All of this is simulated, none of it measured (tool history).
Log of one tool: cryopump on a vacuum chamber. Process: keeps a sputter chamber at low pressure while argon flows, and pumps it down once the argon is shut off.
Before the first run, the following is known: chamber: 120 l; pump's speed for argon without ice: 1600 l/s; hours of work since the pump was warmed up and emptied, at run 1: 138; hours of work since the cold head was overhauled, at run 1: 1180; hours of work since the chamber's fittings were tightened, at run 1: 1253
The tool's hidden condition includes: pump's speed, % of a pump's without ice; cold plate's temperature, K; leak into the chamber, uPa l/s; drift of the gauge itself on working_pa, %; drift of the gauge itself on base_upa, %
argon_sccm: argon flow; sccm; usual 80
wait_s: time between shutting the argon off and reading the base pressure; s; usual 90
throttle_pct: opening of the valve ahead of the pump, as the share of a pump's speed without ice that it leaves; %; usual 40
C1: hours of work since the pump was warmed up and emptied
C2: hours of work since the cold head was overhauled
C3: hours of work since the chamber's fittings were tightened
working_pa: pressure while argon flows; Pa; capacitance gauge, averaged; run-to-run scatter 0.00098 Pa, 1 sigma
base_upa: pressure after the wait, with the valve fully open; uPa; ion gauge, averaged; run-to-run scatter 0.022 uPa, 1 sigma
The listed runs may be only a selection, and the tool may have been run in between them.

run 1 hour=0.0 | argon_sccm=80 wait_s=90 throttle_pct=40 | C1=138 C2=1180 C3=1253 | working_pa=0.2171 base_upa=0.92
run 2 hour=45.7 | argon_sccm=115 wait_s=90 throttle_pct=40 | C1=162 C2=1204 C3=1277 | working_pa=0.3096 base_upa=0.95
run 3 hour=100.0 | argon_sccm=115 wait_s=90 throttle_pct=40 | C1=191 C2=1233 C3=1306 | working_pa=0.3138 base_upa=0.94
run 4 hour=152.7 | argon_sccm=74 wait_s=90 throttle_pct=40 | C1=219 C2=1261 C3=1334 | working_pa=0.2032 base_upa=0.97
run 5 hour=215.2 | argon_sccm=80 wait_s=90 throttle_pct=50 | C1=252 C2=1294 C3=1367 | working_pa=0.1781 base_upa=0.97
run 6 hour=282.3 | argon_sccm=80 wait_s=90 throttle_pct=50 | C1=288 C2=1329 C3=1403 | working_pa=0.1793 base_upa=0.96
run 7 hour=362.4 | argon_sccm=80 wait_s=90 throttle_pct=50 | C1=330 C2=1372 C3=1445 | working_pa=0.1786 base_upa=0.97
run 8 hour=404.3 | argon_sccm=80 wait_s=211 throttle_pct=40 | C1=353 C2=1394 C3=1468 | working_pa=0.2217 base_upa=0.68
run 9 hour=460.8 | argon_sccm=80 wait_s=43 throttle_pct=40 | C1=383 C2=1424 C3=1498 | working_pa=0.2243 base_upa=1.48
run 10 hour=556.0 | argon_sccm=80 wait_s=90 throttle_pct=40 | C1=433 C2=1475 C3=1548 | working_pa=0.2260 base_upa=1.00
run 11 hour=656.7 | argon_sccm=80 wait_s=90 throttle_pct=40 | C1=487 C2=1528 C3=1602 | working_pa=0.2254 base_upa=1.06
run 12 hour=737.8 | argon_sccm=80 wait_s=90 throttle_pct=40 | C1=530 C2=1571 C3=1645 | working_pa=0.2278 base_upa=1.03
run 13 hour=831.9 | argon_sccm=80 wait_s=93 throttle_pct=40 | C1=580 C2=1621 C3=1695 | working_pa=0.2291 base_upa=1.04
run 14 hour=881.6 | argon_sccm=80 wait_s=93 throttle_pct=40 | C1=606 C2=1648 C3=1721 | working_pa=0.2303 base_upa=1.07
run 15 hour=982.7 | argon_sccm=80 wait_s=93 throttle_pct=40 | C1=660 C2=1701 C3=1775 | working_pa=0.2320 base_upa=1.09
run 16 hour=1069.3 | argon_sccm=80 wait_s=93 throttle_pct=40 | C1=706 C2=1747 C3=1821 | working_pa=0.2343 base_upa=1.15
run 17 hour=1166.1 | argon_sccm=80 wait_s=35 throttle_pct=43 | C1=757 C2=1799 C3=1872 | working_pa=0.2207 base_upa=1.96
run 18 hour=1263.0 | argon_sccm=80 wait_s=35 throttle_pct=16 | C1=808 C2=1850 C3=1924 | working_pa=0.5509 base_upa=1.94

Run 19, settings as shown, results not yet in. Your forecast:
run 19 hour=1333.9 | argon_sccm=80 wait_s=35 throttle_pct=16 | C1=846 C2=1888 C3=1961 | working_pa=? base_upa=?

Run 19 gave working_pa 0.5581 Pa, base_upa 1.89 uPa.
The same run, on a tool lacking any hidden state, would have yielded working_pa 0.5288 Pa, base_upa 1.36 uPa.
